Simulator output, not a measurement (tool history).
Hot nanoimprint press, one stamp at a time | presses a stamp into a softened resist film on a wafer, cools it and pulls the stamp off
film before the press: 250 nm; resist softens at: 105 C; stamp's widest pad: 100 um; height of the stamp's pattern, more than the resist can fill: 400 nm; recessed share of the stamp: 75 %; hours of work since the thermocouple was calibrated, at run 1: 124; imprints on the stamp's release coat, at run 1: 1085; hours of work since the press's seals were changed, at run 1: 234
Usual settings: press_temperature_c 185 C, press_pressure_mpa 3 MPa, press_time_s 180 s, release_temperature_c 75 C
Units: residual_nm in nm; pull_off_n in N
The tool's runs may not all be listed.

run	day	press_temperature_c	press_pressure_mpa	press_time_s	release_temperature_c	hours of work since the thermocouple was calibrated	imprints on the stamp's release coat	hours of work since the press's seals were changed	residual_nm	pull_off_n
1	0	185	3	180	75	124	1085	234	138.7	216
2	0.438	185	3	180	75	130	1103	240	137.9	219
3	0.8	185	3	180	75	135	1119	245	138.3	218
4	1.046	175	3	180	75	138	1129	248	166.7	225
# day 1.204: plate thermocouple calibrated
5	1.558	175	3	180	75	5	1145	254	168.1	220
6	1.962	175	3	180	75	10	1162	259	168	219

Run 7 comes next. What will it give?
7	2.404	193	3.32	283	80	16	1181	265	?	?

{"run 7": {"residual_nm": 95.6, "pull_off_n": 200}}
Without the tool's hidden state the same run would have given residual_nm 94.7 nm, pull_off_n 143 N.
